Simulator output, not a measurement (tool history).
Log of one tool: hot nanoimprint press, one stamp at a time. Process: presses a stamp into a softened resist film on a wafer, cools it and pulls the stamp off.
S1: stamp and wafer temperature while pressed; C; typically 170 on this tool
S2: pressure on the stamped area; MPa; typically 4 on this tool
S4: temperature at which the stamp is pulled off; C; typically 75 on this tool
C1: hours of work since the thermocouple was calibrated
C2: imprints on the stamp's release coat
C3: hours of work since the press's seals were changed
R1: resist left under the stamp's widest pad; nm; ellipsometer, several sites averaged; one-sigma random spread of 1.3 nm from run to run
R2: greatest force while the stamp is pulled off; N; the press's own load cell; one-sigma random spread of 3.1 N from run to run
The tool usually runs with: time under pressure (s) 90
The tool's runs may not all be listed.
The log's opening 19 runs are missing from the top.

run 20 hour=291.1 | S1=170 S2=4.43 time_under_pressure_(s)=133 S4=81 | C1=320 C2=195 C3=265 | R1=171 R2=133
run 21 hour=299.8 | S1=170 S2=4.43 time_under_pressure_(s)=113 S4=64 | C1=324 C2=214 C3=269 | R1=182.4 R2=169
run 22 hour=319.3 | S1=170 S2=4.43 time_under_pressure_(s)=113 S4=64 | C1=331 C2=258 C3=277 | R1=184.2 R2=174
run 23 hour=332.5 | S1=170 S2=4.43 time_under_pressure_(s)=113 S4=64 | C1=337 C2=288 C3=282 | R1=181.5 R2=169
run 24 hour=346.6 | S1=170 S2=4.43 time_under_pressure_(s)=113 S4=64 | C1=342 C2=320 C3=288 | R1=182.2 R2=179
run 25 hour=363.4 | S1=170 S2=4.43 time_under_pressure_(s)=113 S4=64 | C1=349 C2=358 C3=294 | R1=183.1 R2=175
run 26 hour=383 | S1=170 S2=4.43 time_under_pressure_(s)=113 S4=64 | C1=357 C2=402 C3=302 | R1=182.8 R2=171
-- hour=397.2 plate thermocouple calibrated
run 27 hour=399.7 | S1=170 S2=4.43 time_under_pressure_(s)=113 S4=64 | C1=1 C2=433 C3=308 | R1=182.8 R2=173
run 28 hour=413.9 | S1=167 S2=4.67 time_under_pressure_(s)=90 S4=75 | C1=7 C2=465 C3=313 | R1=212.8 R2=144
run 29 hour=422.2 | S1=174 S2=4 time_under_pressure_(s)=52 S4=75 | C1=10 C2=484 C3=317 | R1=209.7 R2=143
run 30 hour=436.2 | S1=177 S2=6.37 time_under_pressure_(s)=62 S4=67 | C1=16 C2=516 C3=322 | R1=144.3 R2=171

Each row is a separate what-if for the run after 30, all from the same tool condition, not one after another. Results?
run A hour=456.1 | S1=170 S2=4 time_under_pressure_(s)=124 S4=75 | C1=24 C2=561 C3=330 | R1=? R2=?
run B hour=456.1 | S1=170 S2=2.51 time_under_pressure_(s)=90 S4=75 | C1=24 C2=561 C3=330 | R1=? R2=?
run C hour=456.1 | S1=176 S2=6.37 time_under_pressure_(s)=150 S4=67 | C1=24 C2=561 C3=330 | R1=? R2=?
run D hour=456.1 | S1=177 S2=3.02 time_under_pressure_(s)=62 S4=70 | C1=24 C2=561 C3=330 | R1=? R2=?

run=A R1=186.6 R2=149
run=B R1=245.5 R2=146
run=C R1=107.3 R2=166
run=D R1=204.1 R2=162
Take away the tool's hidden state, keep each run's random variation, and the runs would have read:
run=A R1=186.5 R2=149
run=B R1=245.5 R2=146
run=C R1=107.3 R2=166
run=D R1=204.1 R2=162
